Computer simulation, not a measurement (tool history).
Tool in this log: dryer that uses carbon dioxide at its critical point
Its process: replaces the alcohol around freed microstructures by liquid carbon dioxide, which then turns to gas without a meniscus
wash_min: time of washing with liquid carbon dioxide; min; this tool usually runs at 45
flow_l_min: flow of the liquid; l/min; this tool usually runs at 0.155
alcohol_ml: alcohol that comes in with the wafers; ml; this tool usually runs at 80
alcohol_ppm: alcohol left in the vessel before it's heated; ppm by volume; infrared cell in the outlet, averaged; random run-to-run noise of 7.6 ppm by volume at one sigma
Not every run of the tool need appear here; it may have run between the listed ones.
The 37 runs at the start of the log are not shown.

run,day,wash_min,flow_l_min,alcohol_ml,hours of work since the filter was changed,hours of work since the purifier's bed was changed,alcohol_ppm
38,17.425,32,0.157,98,506,564,2764
39,18.054,32,0.157,98,515,573,2777
40,18.654,57,0.206,79,524,582,183
41,19.142,57,0.206,79,530,589,183
42,19.45,57,0.206,79,535,593,178
43,19.817,55,0.157,60,540,598,294
44,20.342,55,0.157,60,547,606,281
# day 20.679: inlet filter changed
45,20.975,42,0.16,28,4,614,341

Each row is a separate what-if for the run after 45, all from the same tool condition, not one after another. Results?
A,21.45,50,0.188,103,11,621,?
B,21.45,40,0.225,28,11,621,?
C,21.45,36,0.155,27,11,621,?
D,21.45,65,0.123,108,11,621,?
E,21.45,62,0.214,55,11,621,?

run,alcohol_ppm
A,252
B,212
C,559
D,435
E,182
Take away the tool's hidden state, keep each run's random variation, and the runs would have read:
run,alcohol_ppm
A,77
B,41
C,376
D,247
E,13
